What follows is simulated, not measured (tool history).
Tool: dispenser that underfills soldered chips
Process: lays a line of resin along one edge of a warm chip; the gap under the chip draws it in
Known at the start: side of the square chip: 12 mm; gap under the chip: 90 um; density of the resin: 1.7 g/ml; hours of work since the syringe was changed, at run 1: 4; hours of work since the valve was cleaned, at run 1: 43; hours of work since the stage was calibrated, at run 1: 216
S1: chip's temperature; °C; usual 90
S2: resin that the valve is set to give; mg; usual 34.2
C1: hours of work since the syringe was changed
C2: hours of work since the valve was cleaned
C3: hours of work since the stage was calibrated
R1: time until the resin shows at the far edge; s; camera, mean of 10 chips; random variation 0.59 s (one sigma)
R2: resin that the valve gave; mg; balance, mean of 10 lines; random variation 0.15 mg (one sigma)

run 1 hour=0 | S1=90 S2=34.2 | C1=4 C2=43 C3=216 | R1=71.1 R2=33.17
-- hour=11.2 new syringe of resin
run 2 hour=12.6 | S1=90 S2=34.2 | C1=1 C2=52 C3=225 | R1=57.5 R2=32.73
run 3 hour=23.9 | S1=90 S2=34.2 | C1=10 C2=61 C3=234 | R1=127.7 R2=32.93
-- hour=28.1 new syringe of resin
run 4 hour=34 | S1=90 S2=34.2 | C1=5 C2=68 C3=242 | R1=77.7 R2=32.46
-- hour=44.7 new syringe of resin
run 5 hour=46.2 | S1=90 S2=34.2 | C1=1 C2=78 C3=251 | R1=57.3 R2=32.5
-- hour=60.5 new syringe of resin
run 6 hour=60.9 | S1=90 S2=34.2 | C1=0 C2=89 C3=262 | R1=54.9 R2=32.04
run 7 hour=70.3 | S1=78 S2=44 | C1=8 C2=96 C3=269 | R1=165.9 R2=40.75
-- hour=76.3 new syringe of resin
run 8 hour=83.6 | S1=102 S2=40.1 | C1=6 C2=106 C3=279 | R1=54.5 R2=36.95

Run 9 comes next. What will it give?
-- hour=93.1 new syringe of resin
run 9 hour=94.9 | S1=102 S2=40.1 | C1=1 C2=115 C3=288 | R1=? R2=?

{"run 9": {"R1": 36.9, "R2": 36.78}}
Without the tool's hidden state the same run would have given R1 30.9 s, R2 40.07 mg.
